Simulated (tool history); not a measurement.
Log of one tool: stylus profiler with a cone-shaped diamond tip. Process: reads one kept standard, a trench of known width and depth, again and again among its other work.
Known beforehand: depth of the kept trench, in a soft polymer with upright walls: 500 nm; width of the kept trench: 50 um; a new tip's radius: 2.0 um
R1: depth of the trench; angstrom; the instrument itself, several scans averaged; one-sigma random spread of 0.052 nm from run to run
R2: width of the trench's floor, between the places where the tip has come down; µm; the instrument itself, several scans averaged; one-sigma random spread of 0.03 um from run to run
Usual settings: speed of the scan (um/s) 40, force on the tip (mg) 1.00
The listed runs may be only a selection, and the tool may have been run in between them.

run 1 hour=0.0 | speed_of_the_scan_(um/s)=40 force_on_the_tip_(mg)=1.00 | R1=5046.5 R2=46.98
run 2 hour=16.3 | speed_of_the_scan_(um/s)=40 force_on_the_tip_(mg)=1.00 | R1=5045.6 R2=46.92
run 3 hour=27.4 | speed_of_the_scan_(um/s)=40 force_on_the_tip_(mg)=1.00 | R1=5046.3 R2=46.98
run 4 hour=40.6 | speed_of_the_scan_(um/s)=58 force_on_the_tip_(mg)=1.00 | R1=5046.9 R2=46.84
run 5 hour=57.7 | speed_of_the_scan_(um/s)=58 force_on_the_tip_(mg)=1.00 | R1=5045.6 R2=46.84
run 6 hour=66.0 | speed_of_the_scan_(um/s)=40 force_on_the_tip_(mg)=1.00 | R1=5045.6 R2=46.97
run 7 hour=75.7 | speed_of_the_scan_(um/s)=40 force_on_the_tip_(mg)=1.00 | R1=5046.4 R2=46.93
run 8 hour=94.0 | speed_of_the_scan_(um/s)=40 force_on_the_tip_(mg)=0.38 | R1=5024.1 R2=46.81
run 9 hour=108.5 | speed_of_the_scan_(um/s)=40 force_on_the_tip_(mg)=0.56 | R1=5031.9 R2=46.90
run 10 hour=127.9 | speed_of_the_scan_(um/s)=40 force_on_the_tip_(mg)=1.00 | R1=5047.3 R2=46.99
run 11 hour=141.0 | speed_of_the_scan_(um/s)=40 force_on_the_tip_(mg)=0.64 | R1=5033.9 R2=46.90
run 12 hour=160.4 | speed_of_the_scan_(um/s)=40 force_on_the_tip_(mg)=0.64 | R1=5033.9 R2=46.87
run 13 hour=178.8 | speed_of_the_scan_(um/s)=22 force_on_the_tip_(mg)=1.00 | R1=5046.3 R2=47.12
run 14 hour=194.1 | speed_of_the_scan_(um/s)=40 force_on_the_tip_(mg)=2.59 | R1=5086.3 R2=47.09
run 15 hour=205.7 | speed_of_the_scan_(um/s)=40 force_on_the_tip_(mg)=0.41 | R1=5025.5 R2=46.82
run 16 hour=222.4 | speed_of_the_scan_(um/s)=102 force_on_the_tip_(mg)=1.51 | R1=5059.6 R2=46.60
run 17 hour=234.8 | speed_of_the_scan_(um/s)=40 force_on_the_tip_(mg)=0.42 | R1=5026.5 R2=46.83
run 18 hour=253.7 | speed_of_the_scan_(um/s)=88 force_on_the_tip_(mg)=0.64 | R1=5033.3 R2=46.41
run 19 hour=262.0 | speed_of_the_scan_(um/s)=107 force_on_the_tip_(mg)=0.39 | R1=5024.7 R2=45.82
run 20 hour=273.6 | speed_of_the_scan_(um/s)=13 force_on_the_tip_(mg)=0.87 | R1=5041.0 R2=47.24
run 21 hour=291.9 | speed_of_the_scan_(um/s)=13 force_on_the_tip_(mg)=0.87 | R1=5041.2 R2=47.23
run 22 hour=310.9 | speed_of_the_scan_(um/s)=15 force_on_the_tip_(mg)=1.08 | R1=5048.4 R2=47.24
run 23 hour=328.6 | speed_of_the_scan_(um/s)=14 force_on_the_tip_(mg)=1.37 | R1=5056.4 R2=47.22
run 24 hour=341.8 | speed_of_the_scan_(um/s)=68 force_on_the_tip_(mg)=2.73 | R1=5089.4 R2=46.99

Here are 3 independent what-if runs from the current tool condition. What would each one return?
run A hour=356.3 | speed_of_the_scan_(um/s)=36 force_on_the_tip_(mg)=2.34 | R1=? R2=?
run B hour=356.3 | speed_of_the_scan_(um/s)=16 force_on_the_tip_(mg)=1.00 | R1=? R2=?
run C hour=356.3 | speed_of_the_scan_(um/s)=40 force_on_the_tip_(mg)=1.08 | R1=? R2=?

run=A R1=5081.3 R2=47.15
run=B R1=5045.3 R2=47.19
run=C R1=5049.6 R2=47.00
The same runs, with their run-to-run variation unchanged, on a tool lacking any hidden condition would have given:
run=A R1=5081.3 R2=47.15
run=B R1=5045.3 R2=47.19
run=C R1=5049.6 R2=47.01
